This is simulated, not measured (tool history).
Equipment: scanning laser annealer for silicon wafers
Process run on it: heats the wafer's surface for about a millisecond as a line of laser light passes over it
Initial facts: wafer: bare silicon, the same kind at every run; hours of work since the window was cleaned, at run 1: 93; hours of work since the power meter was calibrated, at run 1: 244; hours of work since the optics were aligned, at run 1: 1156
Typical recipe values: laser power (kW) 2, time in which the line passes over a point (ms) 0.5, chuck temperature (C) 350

run,day,laser power (kW),time in which the line passes over a point (ms),chuck temperature (C),hours of work since the window was cleaned,hours of work since the power meter was calibrated,hours of work since the optics were aligned,highest temperature of the surface (C)
1,0,2,0.5,350,93,244,1156,1092
2,0.429,2,0.5,350,101,252,1164,1096
3,0.988,2,0.5,345,110,261,1173,1087
4,1.488,2,0.5,345,119,270,1182,1087
5,2.054,2,0.5,345,129,280,1192,1087
6,2.704,2,0.5,345,141,292,1204,1086
7,3.121,2,0.5,345,148,299,1211,1087
8,3.783,2,0.363,350,160,311,1222,989
9,4.462,1.949,0.5,350,172,322,1234,1067
10,5.15,2,0.562,313,184,335,1247,1091
11,5.621,1.761,0.588,313,192,343,1255,994
12,6.104,2,0.5,317,200,351,1263,1053
13,7.108,2.194,0.561,336,218,369,1281,1205

What will run 14 give?
14,8.004,2,0.479,350,234,385,1297,?

{"run 14": {"highest temperature of the surface (C)": 1070}}
With the hidden condition absent and the run-to-run variation left alone, this run would have shown highest temperature of the surface (C) 1097.
